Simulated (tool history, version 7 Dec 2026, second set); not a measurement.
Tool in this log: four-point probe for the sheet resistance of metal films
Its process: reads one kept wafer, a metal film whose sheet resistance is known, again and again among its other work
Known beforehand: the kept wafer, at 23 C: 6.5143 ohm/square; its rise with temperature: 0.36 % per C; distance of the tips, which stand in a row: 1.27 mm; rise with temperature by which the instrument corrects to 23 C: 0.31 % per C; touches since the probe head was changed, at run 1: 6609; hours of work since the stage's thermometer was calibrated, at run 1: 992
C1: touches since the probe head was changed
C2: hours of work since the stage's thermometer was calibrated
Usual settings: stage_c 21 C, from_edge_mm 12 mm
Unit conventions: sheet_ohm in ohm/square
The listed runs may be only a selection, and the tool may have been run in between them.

{"run": 1, "day": 0.0, "stage_c": 21, "from_edge_mm": 12, "C1": 6609, "C2": 992, "sheet_ohm": 6.558396}
{"run": 2, "day": 2.867, "stage_c": 21, "from_edge_mm": 12, "C1": 9486, "C2": 1025, "sheet_ohm": 6.558142}
{"run": 3, "day": 6.312, "stage_c": 21, "from_edge_mm": 12, "C1": 12950, "C2": 1064, "sheet_ohm": 6.559152}
{"run": 4, "day": 10.121, "stage_c": 21, "from_edge_mm": 12, "C1": 16773, "C2": 1107, "sheet_ohm": 6.560675}
{"run": 5, "day": 14.104, "stage_c": 21, "from_edge_mm": 12, "C1": 20772, "C2": 1153, "sheet_ohm": 6.560178}
{"run": 6, "day": 18.683, "stage_c": 21, "from_edge_mm": 12, "C1": 25369, "C2": 1205, "sheet_ohm": 6.563074}
{"day": 22.492, "done": "stage's thermometer calibrated"}
{"run": 7, "day": 22.746, "stage_c": 21, "from_edge_mm": 12, "C1": 29428, "C2": 3, "sheet_ohm": 6.574692}
{"run": 8, "day": 27.604, "stage_c": 21, "from_edge_mm": 12, "C1": 34306, "C2": 58, "sheet_ohm": 6.57507}
{"run": 9, "day": 32.146, "stage_c": 21, "from_edge_mm": 12, "C1": 38866, "C2": 110, "sheet_ohm": 6.57388}
{"run": 10, "day": 34.583, "stage_c": 21, "from_edge_mm": 12, "C1": 41316, "C2": 138, "sheet_ohm": 6.575456}
{"run": 11, "day": 38.146, "stage_c": 28, "from_edge_mm": 4, "C1": 44892, "C2": 178, "sheet_ohm": 6.899645}
{"run": 12, "day": 42.133, "stage_c": 28, "from_edge_mm": 4, "C1": 48898, "C2": 224, "sheet_ohm": 6.89949}
{"run": 13, "day": 46.054, "stage_c": 19, "from_edge_mm": 15, "C1": 52834, "C2": 268, "sheet_ohm": 6.556604}

Run 14 has not been measured yet. What should we expect?
{"run": 14, "day": 49.258, "stage_c": 19, "from_edge_mm": 15, "C1": 56052, "C2": 305, "sheet_ohm": "?"}

{"run 14": {"sheet_ohm": 6.557466}}
With no hidden state in the tool, this same run would have given sheet_ohm 6.523922 ohm/square.
